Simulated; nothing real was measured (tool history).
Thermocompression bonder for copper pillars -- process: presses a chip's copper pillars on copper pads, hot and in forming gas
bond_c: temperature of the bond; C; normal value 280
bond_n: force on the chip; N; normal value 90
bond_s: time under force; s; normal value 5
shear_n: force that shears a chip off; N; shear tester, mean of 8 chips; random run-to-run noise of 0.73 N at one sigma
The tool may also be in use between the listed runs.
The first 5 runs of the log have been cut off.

run	hour	bond_c	bond_n	bond_s	shear_n
6	100.2	280	119	5	68.9
7	112.5	280	119	5	69.2
8	128	278	90	5	52.2
9	148.5	278	90	5	52.3
10	171	280	90	5	53.8
11	186.6	280	90	5	53.8
12	197.5	280	90	4	48.9
13	209	287	90	4	54
14	230.4	287	90	4	53.4
15	245.8	287	90	4	52.6
16	264.6	290	90	4	54.4
17	286.7	290	90	4	54.1
18	300	290	90	4	55.5
19	311.2	290	90	4	55.2

Run 20 is up next; what results do you expect?
20	324.4	290	90	4	?

shear_n: 55.9 N
The same run, on a tool lacking any hidden state, would have yielded shear_n 56.1 N.
